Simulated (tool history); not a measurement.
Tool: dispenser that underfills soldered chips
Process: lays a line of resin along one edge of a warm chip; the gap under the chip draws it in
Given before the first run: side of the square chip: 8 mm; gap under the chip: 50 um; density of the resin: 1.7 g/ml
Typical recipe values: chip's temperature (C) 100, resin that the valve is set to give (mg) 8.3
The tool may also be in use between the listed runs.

run,day,chip's temperature (C),resin that the valve is set to give (mg),time until the resin shows at the far edge (s),resin that the valve gave (mg)
1,0,100,8.3,117.3,8.2
# day 0.108: new syringe of resin
2,0.192,100,8.3,77.7,8.26
3,0.296,100,8.3,85.7,8.34
4,0.417,100,8.3,95.5,8.21
5,0.533,100,8.3,104.8,8.23
6,0.621,100,8.3,112,8.22
7,0.721,100,8.3,124.7,8.22
# day 0.754: new syringe of resin
8,0.833,100,8.3,74.7,8.25
9,1.021,115,8.3,47.5,8.21
10,1.212,115,8.3,55.7,8.08
11,1.367,115,8.3,64.1,8.11
# day 1.4: new syringe of resin
12,1.5,115,8.3,38.9,7.98
13,1.608,100,8.3,85,8.3
14,1.704,100,8.3,92.8,8.21
15,1.858,100,7.3,113.2,7.09
# day 2.05: new syringe of resin
16,2.083,100,7.3,74.5,7.12
17,2.233,100,7.35,85.4,7.15
18,2.421,100,7.35,101.9,7.09
19,2.562,100,7.35,116.6,7.1
20,2.662,113,8.72,68.3,8.5
# day 2.712: new syringe of resin
21,2.85,100,9.44,80.5,9.14
22,3.05,110,9.35,60.3,9.21
23,3.204,98,8.63,122,8.33
# day 3.367: new syringe of resin
24,3.388,99,10.12,74.1,9.72
25,3.483,99,10.12,81.5,9.79
26,3.662,97,7.65,107.7,7.37
27,3.779,97,7.65,122,7.47
28,3.983,114,9.45,65.3,9.12
# day 4.012: new syringe of resin
29,4.129,102,9.9,70.4,9.54
30,4.225,87,8.01,161.1,7.6
31,4.429,87,8.01,192.9,7.76
32,4.612,87,7.12,242.6,6.74
# day 4.667: new syringe of resin
33,4.808,109,7.57,54.6,7.27
34,4.9,104,7.93,76,7.6
35,5.1,104,7.93,90.4,7.58
36,5.246,94,9.55,160.5,9.05
# day 5.317: new syringe of resin
37,5.371,101,10.66,71.7,10.12
38,5.55,96,8.3,110.5,8.01

How would selected steps in time until the resin shows at the far edge (s) from run to run divide? Give the signed amount a tool lacking its hidden state would still show from settings, what came in and random variation, and the signed amount left for the hidden state, including any gauge scatter that is not in both of the compared results.
What the log doesn't record here: resin's viscosity, % of fresh resin's; dose that the valve gives, % of what is set; true chip temperature over the reading, C; drift of the gauge itself on fill_s, %; drift of the gauge itself on given_mg, %.
Run 7 -> 8: new syringe of resin. time until the resin shows at the far edge (s) -50: hidden state -47.7, all else -2.3.
Run 29 -> 30: chip's temperature (C) 102 -> 87, resin that the valve is set to give (mg) 9.9 -> 8.01. time until the resin shows at the far edge (s) +90.7: hidden state +24.3, all else +66.4.
Run 32 -> 33: chip's temperature (C) 87 -> 109, resin that the valve is set to give (mg) 7.12 -> 7.57, new syringe of resin. time until the resin shows at the far edge (s) -188: hidden state -99.1, all else -88.9.
Run 36 -> 37: chip's temperature (C) 94 -> 101, resin that the valve is set to give (mg) 9.55 -> 10.66, new syringe of resin. time until the resin shows at the far edge (s) -88.8: hidden state -63.4, all else -25.4.

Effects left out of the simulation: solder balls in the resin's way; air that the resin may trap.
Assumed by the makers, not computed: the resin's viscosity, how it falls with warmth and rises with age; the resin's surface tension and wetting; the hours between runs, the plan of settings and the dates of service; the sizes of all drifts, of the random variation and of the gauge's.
